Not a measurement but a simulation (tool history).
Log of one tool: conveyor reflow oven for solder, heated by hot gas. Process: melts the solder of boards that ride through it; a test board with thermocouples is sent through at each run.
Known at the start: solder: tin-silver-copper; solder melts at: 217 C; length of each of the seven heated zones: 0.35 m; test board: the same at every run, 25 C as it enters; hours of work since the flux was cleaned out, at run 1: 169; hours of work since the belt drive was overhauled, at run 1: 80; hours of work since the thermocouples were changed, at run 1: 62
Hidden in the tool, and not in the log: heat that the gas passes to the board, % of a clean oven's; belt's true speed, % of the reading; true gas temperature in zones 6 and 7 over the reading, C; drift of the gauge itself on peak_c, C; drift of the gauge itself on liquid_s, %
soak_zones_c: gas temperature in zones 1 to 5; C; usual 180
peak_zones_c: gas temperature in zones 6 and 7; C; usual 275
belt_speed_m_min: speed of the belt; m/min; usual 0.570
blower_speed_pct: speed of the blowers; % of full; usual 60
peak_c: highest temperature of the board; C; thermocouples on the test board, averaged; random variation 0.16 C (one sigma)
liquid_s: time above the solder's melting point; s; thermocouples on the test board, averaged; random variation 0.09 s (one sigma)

run   hour  soak_zones_c  peak_zones_c  belt_speed_m_min  blower_speed_pct  hours of work since the flux was cleaned out  hours of work since the belt drive was overhauled  hours of work since the thermocouples were changed  peak_c  liquid_s
  1    0.0           180           275             0.570                60                                           169                                                 80                                                  62   259.6     61.89
  2    8.6           180           275             0.570                60                                           173                                                 83                                                  65   259.5     61.74
  3   12.9           180           275             0.570                60                                           175                                                 85                                                  67   259.6     61.78
  4   20.2           180           275             0.570                60                                           178                                                 88                                                  70   259.6     61.83
  5   25.5           180           275             0.621                60                                           180                                                 90                                                  73   256.8     54.68
  6   34.1           180           285             0.570                60                                           184                                                 94                                                  76   268.4     66.24
  7   43.9           180           285             0.570                60                                           188                                                 98                                                  80   268.3     66.14
  8   50.9           180           275             0.570                60                                           191                                                101                                                  83   259.7     61.68
  9   59.0           180           275             0.570                60                                           194                                                105                                                  87   259.9     61.78
 10   65.0           180           275             0.570                60                                           197                                                107                                                  89   259.6     61.75
 11   75.3           180           275             0.570                57                                           201                                                112                                                  94   258.9     61.06
 12   81.9           180           275             0.570                57                                           204                                                115                                                  97   258.8     61.17
 13   90.4           194           276             0.570                82                                           208                                                118                                                 100   266.2     70.63
 14   99.7           194           276             0.570                82                                           212                                                122                                                 104   266.5     70.62
 15  106.2           180           275             0.572                53                                           214                                                125                                                 107   257.7     60.17
 16  114.5           180           285             0.572                67                                           218                                                128                                                 111   270.1     66.58
 17  125.1           180           275             0.617                60                                           222                                                133                                                 115   257.1     55.13
 18  134.6           180           275             0.497                62                                           226                                                137                                                 119   263.8     74.16
 19  140.1           170           265             0.518                58                                           229                                                139                                                 122   251.7     59.61
 20  145.8           170           265             0.518                58                                           231                                                142                                                 124   251.2     59.37
 21  155.4           186           287             0.505                58                                           235                                                146                                                 128   274.5     79.93

4 ways to go on from here, each from the tool as it stands after run 21. What would each give?
  A  165.8           171           274             0.570                74                                           240                                                150                                                 132       ?         ?
  B  165.8           180           275             0.554                78                                           240                                                150                                                 132       ?         ?
  C  165.8           179           265             0.484                60                                           240                                                150                                                 132       ?         ?
  D  165.8           179           268             0.671                58                                           240                                                150                                                 132       ?         ?

run  peak_c  liquid_s
  A   260.4     59.42
  B   263.7     66.44
  C   255.2     70.49
  D   247.4     43.79
Without the tool's hidden state the same runs would have given:
run  peak_c  liquid_s
  A   260.4     59.44
  B   263.7     66.45
  C   255.3     70.51
  D   247.5     43.82
